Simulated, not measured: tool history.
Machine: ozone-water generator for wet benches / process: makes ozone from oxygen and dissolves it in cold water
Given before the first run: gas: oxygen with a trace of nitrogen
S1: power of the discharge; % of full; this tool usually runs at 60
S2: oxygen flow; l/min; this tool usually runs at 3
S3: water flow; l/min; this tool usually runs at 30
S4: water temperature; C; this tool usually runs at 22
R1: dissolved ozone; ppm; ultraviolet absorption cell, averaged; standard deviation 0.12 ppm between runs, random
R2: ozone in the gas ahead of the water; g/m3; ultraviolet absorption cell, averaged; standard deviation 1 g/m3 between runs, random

run   hour  S1    S2  S3  S4    R1     R2
  1      0  60     3  30  22    11  183.6
  2   17.5  60     3  30  22  10.8  182.6
  3   37.5  60     3  30  22  10.7  181.3
  4   63.9  60     3  30  15  11.3  183.1
  5   98.2  60     3  30  15  11.5  184.4
  6  121.3  60     3  30  17  11.3  184.2
  7  137.7  60     3  26  22  12.2  182.7
  8  170.2  60     3  30  22    11  184.2
  9    202  60     3  30  22  10.8  184.7
 10  219.5  60     3  30  14  11.6  183.1
 11  250.4  60     3  30  14  11.5  180.9
 12  284.1  60     3  30  14  11.4  183.3
 13  309.5  60     3  30  14  11.5  182.9
 14  327.3  60     3  30  14  11.5  180.7
 15  363.5  60     3  30  14  11.6  183.2
 16  391.7  60     3  30  14  11.4  183.4
 17  410.6  67     3  30  19  11.8  193.7
 18  426.4  67     3  30  19  11.9    197
 19  457.5  60     3  30  27  10.3  183.4
 20  474.6  60     3  30  27  10.3  184.1
 21  509.9  54     3  21  16  14.5  169.8
 22  525.9  94     3  37  14    12  242.5
 23  561.8  94     3  37  14  11.9  242.8
 24  585.5  79  1.65  23  24  13.6  285.8
 25  608.7  68  2.48  40  24     8  215.8
 26  624.3  68  2.48  40  24   8.1  215.7
 27  660.5  60     3  26  22  12.3  180.9
 28  693.4  60  2.16  30  22   9.6  209.2
 29  718.3  60  1.62  30  22   8.9  244.8

Run 30 has not been measured yet. What should we expect?
 30  743.7  77  2.8  24  23   ?   ?

Run 30 came out at R1 15.2 ppm, R2 218.2 g/m3.
The same run, on a tool lacking any hidden state, would have yielded R1 15.8 ppm, R2 219.4 g/m3.
